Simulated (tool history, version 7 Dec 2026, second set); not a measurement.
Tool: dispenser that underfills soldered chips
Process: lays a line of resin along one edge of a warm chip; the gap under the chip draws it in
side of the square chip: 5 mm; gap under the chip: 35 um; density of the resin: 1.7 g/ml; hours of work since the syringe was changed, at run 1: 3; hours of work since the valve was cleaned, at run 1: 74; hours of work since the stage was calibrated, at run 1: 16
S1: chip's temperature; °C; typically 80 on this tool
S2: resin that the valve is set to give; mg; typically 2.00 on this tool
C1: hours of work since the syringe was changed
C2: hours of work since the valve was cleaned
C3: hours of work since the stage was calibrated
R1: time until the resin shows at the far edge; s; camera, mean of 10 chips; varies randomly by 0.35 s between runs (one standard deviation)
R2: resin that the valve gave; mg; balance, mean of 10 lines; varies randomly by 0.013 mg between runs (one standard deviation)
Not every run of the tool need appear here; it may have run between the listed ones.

run,hour,S1,S2,C1,C2,C3,R1,R2
1,0.0,80,2.00,3,74,16,21.8,1.86
2,1.9,80,2.00,5,75,17,24.0,1.87
# hour 3.9: new syringe of resin
3,6.6,80,2.00,2,78,20,19.1,1.88
4,10.2,76,2.00,4,80,23,25.0,1.86
# hour 13.3: new syringe of resin
5,14.5,80,2.43,1,82,25,18.6,2.25
6,16.8,80,1.84,2,84,27,22.2,1.72
7,20.7,80,2.00,5,86,29,24.2,1.86
# hour 22.7: new syringe of resin
8,23.0,80,1.91,0,88,30,18.2,1.77
9,24.9,80,1.91,1,89,32,20.1,1.76
10,29.3,80,1.91,4,92,34,23.9,1.77
# hour 32.0: new syringe of resin
11,33.7,80,1.91,1,94,37,19.3,1.78
# hour 38.2: dispensing valve cleaned and set on the balance
12,38.8,80,1.91,4,0,40,22.2,1.90
# hour 42.5: new syringe of resin
13,43.3,80,1.91,1,3,42,18.3,1.89
14,47.8,80,1.91,3,6,45,22.0,1.87
# hour 51.8: new syringe of resin
15,52.1,80,1.91,0,8,48,18.5,1.88
16,54.7,80,1.91,2,10,49,19.9,1.87
17,58.3,80,1.91,4,12,52,23.3,1.87
# hour 61.0: new syringe of resin
18,62.9,80,1.91,1,15,54,18.9,1.87
19,65.6,80,1.91,3,17,56,20.4,1.90
20,69.0,71,2.00,5,19,58,31.3,1.94
# hour 70.4: new syringe of resin
21,73.4,71,2.00,2,22,61,25.6,1.96
22,76.9,76,2.41,4,24,63,24.1,2.36
# hour 80.0: new syringe of resin
23,81.6,76,1.88,1,27,66,21.8,1.84
24,85.2,80,1.75,3,29,68,22.4,1.69
# hour 89.3: new syringe of resin
25,89.4,80,1.75,0,31,71,18.4,1.69
26,91.4,80,2.35,1,33,72,18.6,2.30
27,95.3,73,2.05,4,35,74,26.9,1.98
# hour 98.6: new syringe of resin
28,99.9,66,2.28,1,38,77,27.7,2.19
29,102.9,88,2.38,3,40,79,16.2,2.29
30,104.9,72,2.14,4,41,80,28.6,2.04
# hour 108.0: new syringe of resin
31,108.4,88,1.78,0,43,82,14.7,1.70
32,111.8,81,2.00,2,45,85,19.2,1.90
33,114.3,84,2.28,4,47,86,18.9,2.19
# hour 117.4: new syringe of resin
34,118.5,84,2.28,1,50,89,15.8,2.18
35,120.7,91,1.88,2,51,90,15.6,1.77
36,123.8,84,2.09,4,53,92,20.5,1.97

Each row is a separate what-if for the run after 36, all from the same tool condition, not one after another. Results?
# hour 126.8: new syringe of resin
A,127.4,70,1.74,0,55,94,?,?
# hour 126.8: new syringe of resin
B,127.4,84,2.15,0,55,94,?,?
# hour 126.8: new syringe of resin
C,127.4,93,1.97,0,55,94,?,?

run,R1,R2
A,25.6,1.68
B,15.1,2.05
C,12.8,1.86
Without the tool's hidden state the same runs would have given:
run,R1,R2
A,24.1,1.77
B,14.4,2.16
C,12.2,1.96

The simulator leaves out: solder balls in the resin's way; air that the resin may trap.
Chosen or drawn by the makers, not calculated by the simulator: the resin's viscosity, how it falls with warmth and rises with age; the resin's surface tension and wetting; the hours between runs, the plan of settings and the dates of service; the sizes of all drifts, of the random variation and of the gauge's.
